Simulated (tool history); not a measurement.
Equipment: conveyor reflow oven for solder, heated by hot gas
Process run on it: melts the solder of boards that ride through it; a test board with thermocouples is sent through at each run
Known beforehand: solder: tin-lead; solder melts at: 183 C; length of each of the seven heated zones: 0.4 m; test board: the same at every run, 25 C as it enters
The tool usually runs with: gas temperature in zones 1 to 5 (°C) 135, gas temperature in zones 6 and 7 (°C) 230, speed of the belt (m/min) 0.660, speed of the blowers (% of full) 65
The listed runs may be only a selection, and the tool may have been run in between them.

run   hour  gas temperature in zones 1 to 5 (°C)  gas temperature in zones 6 and 7 (°C)  speed of the belt (m/min)  speed of the blowers (% of full)  highest temperature of the board (°C)  time above the solder's melting point (s)
  1    0.0                                   135                                    230                      0.660                                65                                  215.9                                      53.29
  2   11.0                                   135                                    228                      0.660                                65                                  214.2                                      51.85
  3   21.5                                   135                                    228                      0.660                                65                                  214.2                                      51.95
  4   40.3                                   135                                    228                      0.660                                65                                  214.1                                      51.93
  5   56.9                                   135                                    228                      0.660                                65                                  214.3                                      51.98
  6   77.0                                   135                                    228                      0.660                                65                                  214.2                                      51.94
  7   95.7                                   135                                    228                      0.660                                65                                  214.2                                      51.92
  8  109.7                                   135                                    230                      0.660                                51                                  212.4                                      49.44
  9  125.1                                   135                                    230                      0.660                                51                                  212.4                                      49.37
 10  135.4                                   135                                    230                      0.660                                51                                  212.4                                      49.49
 11  155.7                                   127                                    230                      0.660                                65                                  214.7                                      50.04
 12  177.0                                   135                                    230                      0.660                                65                                  215.8                                      53.18
 13  187.7                                   135                                    230                      0.660                                65                                  216.2                                      53.19
 14  205.0                                   135                                    230                      0.660                                65                                  216.1                                      53.33
 15  214.7                                   135                                    230                      0.660                                65                                  216.1                                      53.29
 16  229.0                                   135                                    230                      0.660                                65                                  216.1                                      53.29
 17  244.0                                   122                                    230                      0.623                                65                                  215.7                                      52.81
 18  262.9                                   122                                    230                      0.623                                65                                  215.9                                      52.78
 19  278.9                                   122                                    230                      0.623                                65                                  215.6                                      52.66
 20  288.9                                   140                                    235                      0.787                                63                                  215.3                                      44.31
 21  298.8                                   126                                    242                      0.545                                72                                  232.6                                      74.72
 22  310.4                                   135                                    230                      0.660                                80                                  219.1                                      55.93
 23  325.9                                   135                                    230                      0.660                                80                                  218.8                                      56.10
 24  339.6                                   144                                    230                      0.643                                74                                  219.5                                      60.95
     348.9  -- flux residue cleaned out of gas plates and filters
 25  363.2                                   138                                    230                      0.695                                63                                  214.8                                      50.00
 26  381.7                                   121                                    224                      0.643                                58                                  207.3                                      42.75
 27  391.6                                   146                                    224                      0.643                                58                                  211.7                                      55.22
 28  409.2                                   146                                    230                      0.555                                56                                  220.0                                      71.97
 29  421.1                                   135                                    230                      0.729                                77                                  215.7                                      47.94
 30  442.4                                   135                                    230                      0.729                                77                                  215.9                                      47.98
 31  460.3                                   135                                    237                      0.729                                65                                  219.0                                      49.63
 32  471.2                                   136                                    236                      0.766                                65                                  216.8                                      45.68

Predict each of these 3 candidate next runs independently; none follows another, all start after run 32:
  A  480.3                                   138                                    226                      0.660                                65                                      ?                                          ?
  B  480.3                                   133                                    230                      0.610                                80                                      ?                                          ?
  C  480.3                                   135                                    230                      0.770                                77                                      ?                                          ?

run  highest temperature of the board (°C)  time above the solder's melting point (s)
  A                                  213.0                                      52.01
  B                                  220.6                                      61.60
  C                                  213.8                                      43.83
Without the tool's hidden state the same runs would have given:
run  highest temperature of the board (°C)  time above the solder's melting point (s)
  A                                  213.0                                      52.03
  B                                  220.7                                      61.61
  C                                  213.8                                      43.86

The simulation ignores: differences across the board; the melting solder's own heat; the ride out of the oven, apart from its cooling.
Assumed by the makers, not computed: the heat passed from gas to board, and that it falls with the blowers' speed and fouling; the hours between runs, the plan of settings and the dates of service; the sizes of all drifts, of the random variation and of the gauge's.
